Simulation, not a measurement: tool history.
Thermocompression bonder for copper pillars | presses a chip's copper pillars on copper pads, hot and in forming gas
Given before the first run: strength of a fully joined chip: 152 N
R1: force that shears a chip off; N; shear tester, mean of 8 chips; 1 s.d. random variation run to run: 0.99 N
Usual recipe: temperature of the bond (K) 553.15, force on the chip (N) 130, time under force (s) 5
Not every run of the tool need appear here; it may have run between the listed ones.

{"run": 1, "day": 0.0, "temperature of the bond (K)": 553.15, "force on the chip (N)": 130, "time under force (s)": 5, "R1": 79.8}
{"run": 2, "day": 0.317, "temperature of the bond (K)": 553.15, "force on the chip (N)": 130, "time under force (s)": 5, "R1": 82.1}
{"run": 3, "day": 0.942, "temperature of the bond (K)": 553.15, "force on the chip (N)": 130, "time under force (s)": 5, "R1": 80.8}
{"run": 4, "day": 1.583, "temperature of the bond (K)": 553.15, "force on the chip (N)": 130, "time under force (s)": 5, "R1": 79.5}
{"run": 5, "day": 2.3, "temperature of the bond (K)": 553.15, "force on the chip (N)": 130, "time under force (s)": 5, "R1": 81.6}
{"run": 6, "day": 3.025, "temperature of the bond (K)": 553.15, "force on the chip (N)": 130, "time under force (s)": 9, "R1": 98.2}
{"run": 7, "day": 3.375, "temperature of the bond (K)": 553.15, "force on the chip (N)": 130, "time under force (s)": 8, "R1": 93.2}
{"run": 8, "day": 3.779, "temperature of the bond (K)": 580.15, "force on the chip (N)": 130, "time under force (s)": 5, "R1": 105.7}
{"run": 9, "day": 4.238, "temperature of the bond (K)": 580.15, "force on the chip (N)": 130, "time under force (s)": 5, "R1": 107.7}
{"run": 10, "day": 4.554, "temperature of the bond (K)": 553.15, "force on the chip (N)": 130, "time under force (s)": 5, "R1": 80.8}
{"run": 11, "day": 5.138, "temperature of the bond (K)": 553.15, "force on the chip (N)": 130, "time under force (s)": 5, "R1": 80.3}
{"run": 12, "day": 5.792, "temperature of the bond (K)": 526.15, "force on the chip (N)": 130, "time under force (s)": 5, "R1": 54.6}
{"run": 13, "day": 6.512, "temperature of the bond (K)": 526.15, "force on the chip (N)": 130, "time under force (s)": 5, "R1": 52.2}
{"run": 14, "day": 7.229, "temperature of the bond (K)": 542.15, "force on the chip (N)": 130, "time under force (s)": 5, "R1": 69.4}
{"run": 15, "day": 7.688, "temperature of the bond (K)": 525.15, "force on the chip (N)": 130, "time under force (s)": 5, "R1": 52.3}
{"run": 16, "day": 8.017, "temperature of the bond (K)": 525.15, "force on the chip (N)": 130, "time under force (s)": 5, "R1": 52.1}
{"day": 8.129, "done": "force cell calibrated"}
{"run": 17, "day": 8.721, "temperature of the bond (K)": 553.15, "force on the chip (N)": 125, "time under force (s)": 5, "R1": 79.1}
{"run": 18, "day": 9.217, "temperature of the bond (K)": 553.15, "force on the chip (N)": 125, "time under force (s)": 5, "R1": 78.3}
{"run": 19, "day": 9.546, "temperature of the bond (K)": 553.15, "force on the chip (N)": 123, "time under force (s)": 5, "R1": 77.1}
{"day": 10.15, "done": "force cell calibrated, once more"}
{"run": 20, "day": 10.233, "temperature of the bond (K)": 529.15, "force on the chip (N)": 166, "time under force (s)": 10, "R1": 82.2}
{"run": 21, "day": 10.642, "temperature of the bond (K)": 583.15, "force on the chip (N)": 90, "time under force (s)": 4, "R1": 87.3}
{"run": 22, "day": 11.083, "temperature of the bond (K)": 583.15, "force on the chip (N)": 87, "time under force (s)": 5, "R1": 89.6}
{"run": 23, "day": 11.838, "temperature of the bond (K)": 576.15, "force on the chip (N)": 87, "time under force (s)": 5, "R1": 83.5}
{"run": 24, "day": 12.171, "temperature of the bond (K)": 531.15, "force on the chip (N)": 130, "time under force (s)": 5, "R1": 58.5}
{"run": 25, "day": 12.721, "temperature of the bond (K)": 531.15, "force on the chip (N)": 130, "time under force (s)": 5, "R1": 58.4}
{"run": 26, "day": 13.288, "temperature of the bond (K)": 531.15, "force on the chip (N)": 130, "time under force (s)": 5, "R1": 57.2}
{"run": 27, "day": 13.638, "temperature of the bond (K)": 559.15, "force on the chip (N)": 97, "time under force (s)": 6, "R1": 77.3}
{"run": 28, "day": 13.95, "temperature of the bond (K)": 526.15, "force on the chip (N)": 108, "time under force (s)": 8, "R1": 55.6}
{"run": 29, "day": 14.575, "temperature of the bond (K)": 526.15, "force on the chip (N)": 108, "time under force (s)": 8, "R1": 56.9}
{"run": 30, "day": 15.229, "temperature of the bond (K)": 526.15, "force on the chip (N)": 108, "time under force (s)": 6, "R1": 48.9}
{"run": 31, "day": 15.642, "temperature of the bond (K)": 526.15, "force on the chip (N)": 193, "time under force (s)": 5, "R1": 66.5}
{"run": 32, "day": 15.962, "temperature of the bond (K)": 526.15, "force on the chip (N)": 193, "time under force (s)": 5, "R1": 68.7}
{"run": 33, "day": 16.696, "temperature of the bond (K)": 526.15, "force on the chip (N)": 193, "time under force (s)": 5, "R1": 68.9}
{"run": 34, "day": 17.221, "temperature of the bond (K)": 526.15, "force on the chip (N)": 193, "time under force (s)": 5, "R1": 69.9}
{"run": 35, "day": 17.746, "temperature of the bond (K)": 526.15, "force on the chip (N)": 193, "time under force (s)": 5, "R1": 68}
{"run": 36, "day": 18.204, "temperature of the bond (K)": 526.15, "force on the chip (N)": 193, "time under force (s)": 5, "R1": 68.9}

Alternative continuations, all from the tool just after run 36; predict every row:
{"run": "A", "day": 18.575, "temperature of the bond (K)": 531.15, "force on the chip (N)": 95, "time under force (s)": 5, "R1": "?"}
{"run": "B", "day": 18.575, "temperature of the bond (K)": 526.15, "force on the chip (N)": 122, "time under force (s)": 5, "R1": "?"}
{"run": "C", "day": 18.575, "temperature of the bond (K)": 553.15, "force on the chip (N)": 166, "time under force (s)": 5, "R1": "?"}
{"run": "D", "day": 18.575, "temperature of the bond (K)": 532.15, "force on the chip (N)": 130, "time under force (s)": 5, "R1": "?"}
{"run": "E", "day": 18.575, "temperature of the bond (K)": 526.15, "force on the chip (N)": 142, "time under force (s)": 5, "R1": "?"}

run=A R1=45.4
run=B R1=50.7
run=C R1=89.8
run=D R1=59.1
run=E R1=56.7
Without the tool's unlogged condition, the same runs would have read:
run=A R1=49.9
run=B R1=55.6
run=C R1=96.4
run=D R1=64.5
run=E R1=62
